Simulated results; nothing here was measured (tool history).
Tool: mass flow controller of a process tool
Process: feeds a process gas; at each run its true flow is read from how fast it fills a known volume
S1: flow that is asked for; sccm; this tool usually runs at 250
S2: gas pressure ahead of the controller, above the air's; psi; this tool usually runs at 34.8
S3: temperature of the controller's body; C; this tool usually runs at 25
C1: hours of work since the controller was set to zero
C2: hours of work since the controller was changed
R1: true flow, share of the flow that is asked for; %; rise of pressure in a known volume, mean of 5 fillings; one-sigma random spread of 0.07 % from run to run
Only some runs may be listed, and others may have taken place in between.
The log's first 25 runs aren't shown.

run	day	S1	S2	S3	C1	C2	R1
26	99.208	146	34.8	24	1731	1731	97.14
27	103.492	60	31.2	34	1762	1762	98.12
28	108.308	62	26.5	34	1796	1796	98.23
29	113.883	124	34.8	20	1837	1837	96.77
30	118.417	124	34.8	20	1869	1869	96.85
31	122.45	250	26.8	25	1898	1898	97.7
32	126.767	213	27.3	23	1929	1929	97.61
33	132.596	249	38	29	1971	1971	97.68
34	137.221	80	23.6	38	2005	2005	98.44
35	141.546	250	34.8	27	2036	2036	97.7
36	145.246	250	34.8	27	2062	2062	97.69
37	150.196	51	34.1	32	2098	2098	98.09
38	153.033	51	34.1	32	2119	2119	97.98
39	157.021	51	22.9	22	2147	2147	97.89
40	161.275	419	22.9	40	2178	2178	99.68
41	165.379	250	34.8	36	2207	2207	98.15
42	171.171	250	34.8	36	2249	2249	98.01
43	176.042	58	34.8	25	2284	2284	97.58
44	181.383	58	26.8	23	2323	2323	97.78
45	184.038	71	34.8	21	2342	2342	97.09
46	188.771	71	23.9	30	2376	2376	98.18
47	193.321	197	22.2	30	2409	2409	97.97
48	197.958	250	23.1	39	2442	2442	98.67

Below are 4 alternative next runs, each starting from the tool's condition after run 48. Predict each:
A	201.233	200	23.1	26	2466	2466	?
B	201.233	67	34.8	25	2466	2466	?
C	201.233	61	25.5	36	2466	2466	?
D	201.233	56	38.1	23	2466	2466	?

run	R1
A	97.7
B	97.36
C	98.55
D	97.41
Had the tool no hidden state, the same runs would have come out as:
run	R1
A	98.42
B	97.05
C	98.09
D	96.79

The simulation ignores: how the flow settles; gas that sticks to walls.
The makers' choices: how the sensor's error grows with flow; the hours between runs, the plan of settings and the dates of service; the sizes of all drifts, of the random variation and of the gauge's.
